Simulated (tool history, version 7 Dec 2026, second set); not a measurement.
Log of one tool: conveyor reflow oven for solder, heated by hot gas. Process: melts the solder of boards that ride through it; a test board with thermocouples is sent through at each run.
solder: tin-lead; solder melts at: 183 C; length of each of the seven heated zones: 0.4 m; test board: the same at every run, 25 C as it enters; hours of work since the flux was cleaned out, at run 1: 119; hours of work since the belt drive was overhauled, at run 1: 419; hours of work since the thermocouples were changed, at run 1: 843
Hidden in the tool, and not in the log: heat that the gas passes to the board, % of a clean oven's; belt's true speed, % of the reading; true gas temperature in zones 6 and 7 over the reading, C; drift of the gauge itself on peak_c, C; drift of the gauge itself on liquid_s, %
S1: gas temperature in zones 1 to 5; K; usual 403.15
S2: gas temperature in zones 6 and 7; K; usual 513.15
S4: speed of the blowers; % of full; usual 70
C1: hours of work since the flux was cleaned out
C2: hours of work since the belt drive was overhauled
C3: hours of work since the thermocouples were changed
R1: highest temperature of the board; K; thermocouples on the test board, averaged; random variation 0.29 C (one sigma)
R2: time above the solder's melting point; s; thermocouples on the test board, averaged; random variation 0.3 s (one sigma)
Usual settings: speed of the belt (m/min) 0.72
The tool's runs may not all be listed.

{"run": 1, "hour": 0.0, "S1": 403.15, "S2": 513.15, "speed of the belt (m/min)": 0.72, "S4": 70, "C1": 119, "C2": 419, "C3": 843, "R1": 494.55, "R2": 50.6}
{"run": 2, "hour": 16.4, "S1": 403.15, "S2": 513.15, "speed of the belt (m/min)": 0.72, "S4": 70, "C1": 126, "C2": 426, "C3": 850, "R1": 494.95, "R2": 50.1}
{"run": 3, "hour": 29.5, "S1": 403.15, "S2": 513.15, "speed of the belt (m/min)": 0.603, "S4": 70, "C1": 132, "C2": 432, "C3": 855, "R1": 500.25, "R2": 65.1}
{"run": 4, "hour": 42.7, "S1": 403.15, "S2": 513.15, "speed of the belt (m/min)": 0.603, "S4": 68, "C1": 137, "C2": 438, "C3": 861, "R1": 499.95, "R2": 64.9}
{"run": 5, "hour": 68.2, "S1": 403.15, "S2": 516.15, "speed of the belt (m/min)": 0.72, "S4": 70, "C1": 148, "C2": 449, "C3": 872, "R1": 496.55, "R2": 52.3}
{"run": 6, "hour": 89.1, "S1": 403.15, "S2": 516.15, "speed of the belt (m/min)": 0.72, "S4": 70, "C1": 157, "C2": 458, "C3": 881, "R1": 496.85, "R2": 52.3}
{"run": 7, "hour": 106.9, "S1": 403.15, "S2": 513.15, "speed of the belt (m/min)": 0.72, "S4": 69, "C1": 165, "C2": 465, "C3": 889, "R1": 493.85, "R2": 50.3}
{"run": 8, "hour": 130.8, "S1": 403.15, "S2": 513.15, "speed of the belt (m/min)": 0.72, "S4": 69, "C1": 175, "C2": 476, "C3": 899, "R1": 494.25, "R2": 49.8}
{"run": 9, "hour": 155.7, "S1": 403.15, "S2": 513.15, "speed of the belt (m/min)": 0.72, "S4": 69, "C1": 186, "C2": 486, "C3": 909, "R1": 493.85, "R2": 50.1}
{"run": 10, "hour": 174.1, "S1": 403.15, "S2": 513.15, "speed of the belt (m/min)": 0.72, "S4": 52, "C1": 194, "C2": 494, "C3": 917, "R1": 487.35, "R2": 45}
{"run": 11, "hour": 187.5, "S1": 403.15, "S2": 513.15, "speed of the belt (m/min)": 0.72, "S4": 52, "C1": 200, "C2": 500, "C3": 923, "R1": 487.95, "R2": 44.6}
{"run": 12, "hour": 203.1, "S1": 403.15, "S2": 519.15, "speed of the belt (m/min)": 0.72, "S4": 70, "C1": 206, "C2": 507, "C3": 930, "R1": 499.05, "R2": 53.5}
{"run": 13, "hour": 226.1, "S1": 403.15, "S2": 519.15, "speed of the belt (m/min)": 0.72, "S4": 70, "C1": 216, "C2": 516, "C3": 940, "R1": 499.35, "R2": 53.2}
{"run": 14, "hour": 239.7, "S1": 403.15, "S2": 519.15, "speed of the belt (m/min)": 0.72, "S4": 70, "C1": 222, "C2": 522, "C3": 946, "R1": 499.35, "R2": 53.3}
{"run": 15, "hour": 260.7, "S1": 403.15, "S2": 513.15, "speed of the belt (m/min)": 0.72, "S4": 70, "C1": 231, "C2": 531, "C3": 955, "R1": 493.65, "R2": 49.9}
{"run": 16, "hour": 278.1, "S1": 403.15, "S2": 513.15, "speed of the belt (m/min)": 0.72, "S4": 70, "C1": 238, "C2": 539, "C3": 962, "R1": 493.85, "R2": 50.6}
{"hour": 285.5, "done": "flux residue cleaned out of gas plates and filters"}
{"hour": 287.5, "done": "thermocouples of zones 6 and 7 changed"}
{"run": 17, "hour": 307.2, "S1": 414.15, "S2": 522.15, "speed of the belt (m/min)": 0.72, "S4": 70, "C1": 8, "C2": 548, "C3": 8, "R1": 501.15, "R2": 57.5}
{"run": 18, "hour": 322.3, "S1": 403.15, "S2": 506.15, "speed of the belt (m/min)": 0.718, "S4": 83, "C1": 15, "C2": 555, "C3": 15, "R1": 487.55, "R2": 46.7}
{"run": 19, "hour": 344.6, "S1": 416.15, "S2": 513.15, "speed of the belt (m/min)": 0.803, "S4": 70, "C1": 25, "C2": 564, "C3": 25, "R1": 489.55, "R2": 45}
{"run": 20, "hour": 363.6, "S1": 416.15, "S2": 513.15, "speed of the belt (m/min)": 0.803, "S4": 70, "C1": 33, "C2": 572, "C3": 33, "R1": 489.45, "R2": 45.1}
{"hour": 379.2, "done": "flux residue cleaned out of gas plates and filters, once more"}
{"run": 21, "hour": 381.5, "S1": 389.15, "S2": 513.15, "speed of the belt (m/min)": 0.654, "S4": 84, "C1": 1, "C2": 578, "C3": 38, "R1": 498.65, "R2": 56.2}
{"run": 22, "hour": 396.0, "S1": 403.15, "S2": 513.15, "speed of the belt (m/min)": 0.654, "S4": 62, "C1": 7, "C2": 584, "C3": 44, "R1": 495.15, "R2": 56.9}
{"run": 23, "hour": 417.2, "S1": 403.15, "S2": 520.15, "speed of the belt (m/min)": 0.72, "S4": 70, "C1": 16, "C2": 593, "C3": 54, "R1": 499.95, "R2": 54.4}
{"run": 24, "hour": 441.7, "S1": 403.15, "S2": 520.15, "speed of the belt (m/min)": 0.599, "S4": 61, "C1": 27, "C2": 604, "C3": 64, "R1": 504.45, "R2": 68}
{"run": 25, "hour": 455.0, "S1": 403.15, "S2": 520.15, "speed of the belt (m/min)": 0.599, "S4": 61, "C1": 33, "C2": 610, "C3": 70, "R1": 503.85, "R2": 67.4}
{"run": 26, "hour": 468.9, "S1": 403.15, "S2": 527.15, "speed of the belt (m/min)": 0.621, "S4": 61, "C1": 39, "C2": 616, "C3": 76, "R1": 509.05, "R2": 68.6}
{"run": 27, "hour": 493.0, "S1": 405.15, "S2": 514.15, "speed of the belt (m/min)": 0.61, "S4": 77, "C1": 49, "C2": 626, "C3": 86, "R1": 502.05, "R2": 67.1}
{"run": 28, "hour": 507.7, "S1": 403.15, "S2": 513.15, "speed of the belt (m/min)": 0.59, "S4": 57, "C1": 55, "C2": 632, "C3": 92, "R1": 497.25, "R2": 64.1}
{"run": 29, "hour": 531.9, "S1": 406.15, "S2": 513.15, "speed of the belt (m/min)": 0.749, "S4": 70, "C1": 66, "C2": 643, "C3": 103, "R1": 492.75, "R2": 48.6}
{"run": 30, "hour": 554.2, "S1": 395.15, "S2": 512.15, "speed of the belt (m/min)": 0.834, "S4": 58, "C1": 75, "C2": 652, "C3": 112, "R1": 480.55, "R2": 31.9}
{"run": 31, "hour": 572.4, "S1": 395.15, "S2": 512.15, "speed of the belt (m/min)": 0.834, "S4": 58, "C1": 83, "C2": 660, "C3": 120, "R1": 480.75, "R2": 31.7}

Forecast each of these 4 alternatives for the next run:
{"run": "A", "hour": 586.0, "S1": 390.15, "S2": 513.15, "speed of the belt (m/min)": 0.665, "S4": 75, "C1": 89, "C2": 666, "C3": 126, "R1": "?", "R2": "?"}
{"run": "B", "hour": 586.0, "S1": 403.15, "S2": 517.15, "speed of the belt (m/min)": 0.69, "S4": 58, "C1": 89, "C2": 666, "C3": 126, "R1": "?", "R2": "?"}
{"run": "C", "hour": 586.0, "S1": 403.15, "S2": 502.15, "speed of the belt (m/min)": 0.604, "S4": 71, "C1": 89, "C2": 666, "C3": 126, "R1": "?", "R2": "?"}
{"run": "D", "hour": 586.0, "S1": 403.15, "S2": 513.15, "speed of the belt (m/min)": 0.77, "S4": 70, "C1": 89, "C2": 666, "C3": 126, "R1": "?", "R2": "?"}

run=A R1=495.85 R2=52.9
run=B R1=494.35 R2=53.4
run=C R1=490.35 R2=58.7
run=D R1=491.25 R2=45.2
Without the tool's hidden state the same runs would have given:
run=A R1=496.05 R2=52.1
run=B R1=494.35 R2=52.5
run=C R1=490.55 R2=57.8
run=D R1=491.45 R2=44.6
